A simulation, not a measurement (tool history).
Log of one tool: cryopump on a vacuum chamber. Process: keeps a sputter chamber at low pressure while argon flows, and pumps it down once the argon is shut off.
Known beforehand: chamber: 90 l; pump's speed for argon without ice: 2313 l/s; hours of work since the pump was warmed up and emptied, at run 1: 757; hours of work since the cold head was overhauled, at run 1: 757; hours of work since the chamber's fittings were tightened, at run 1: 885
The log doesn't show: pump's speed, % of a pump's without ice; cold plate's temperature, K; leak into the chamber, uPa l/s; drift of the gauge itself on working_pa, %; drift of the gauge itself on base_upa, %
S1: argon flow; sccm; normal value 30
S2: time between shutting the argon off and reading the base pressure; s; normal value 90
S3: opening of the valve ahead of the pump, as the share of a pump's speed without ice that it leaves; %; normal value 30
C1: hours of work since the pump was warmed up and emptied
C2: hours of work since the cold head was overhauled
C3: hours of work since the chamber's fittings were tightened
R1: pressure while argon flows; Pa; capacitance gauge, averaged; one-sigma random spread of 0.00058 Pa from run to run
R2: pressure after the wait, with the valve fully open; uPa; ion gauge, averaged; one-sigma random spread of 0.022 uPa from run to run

run 1 hour=0 | S1=30 S2=90 S3=30 | C1=757 C2=757 C3=885 | R1=0.0812 R2=1.47
run 2 hour=78.5 | S1=30 S2=90 S3=30 | C1=823 C2=823 C3=950 | R1=0.0804 R2=1.56
-- hour=106.6 pump warmed up, emptied and cooled again
run 3 hour=146.4 | S1=30 S2=86 S3=30 | C1=33 C2=875 C3=1002 | R1=0.0742 R2=1.35
run 4 hour=200.3 | S1=30 S2=86 S3=30 | C1=78 C2=920 C3=1047 | R1=0.0739 R2=1.39
run 5 hour=257.4 | S1=30 S2=86 S3=37 | C1=125 C2=967 C3=1095 | R1=0.0607 R2=1.46
run 6 hour=326.3 | S1=30 S2=90 S3=30 | C1=183 C2=1025 C3=1152 | R1=0.0729 R2=1.46
run 7 hour=416.9 | S1=14 S2=90 S3=35 | C1=258 C2=1100 C3=1227 | R1=0.0309 R2=1.53
run 8 hour=511.2 | S1=14 S2=90 S3=35 | C1=336 C2=1178 C3=1306 | R1=0.0301 R2=1.68
run 9 hour=601.2 | S1=33 S2=64 S3=30 | C1=411 C2=1253 C3=1381 | R1=0.0841 R2=1.94
run 10 hour=685.1 | S1=19 S2=64 S3=30 | C1=481 C2=1323 C3=1450 | R1=0.0485 R2=1.99
run 11 hour=793.9 | S1=19 S2=64 S3=30 | C1=572 C2=1413 C3=1541 | R1=0.0494 R2=2.18
run 12 hour=870.7 | S1=19 S2=188 S3=30 | C1=635 C2=1477 C3=1605 | R1=0.0508 R2=1.79

Selected run-to-run steps in R1, each split into two signed amounts: the part the tool would show with no hidden state at all (from settings, incoming material and random variation), and the remainder, which goes to the hidden state together with any gauge scatter not common to the measured and the hidden-state-free results:
Run 2 -> 3: S2 90 -> 86, pump warmed up, emptied and cooled again. R1 -0.0062 Pa: hidden state -0.0077, all else +0.0015.
Run 8 -> 9: S1 14 -> 33, S2 90 -> 64, S3 35 -> 30. R1 +0.054 Pa: hidden state +0.0027, all else +0.0513.
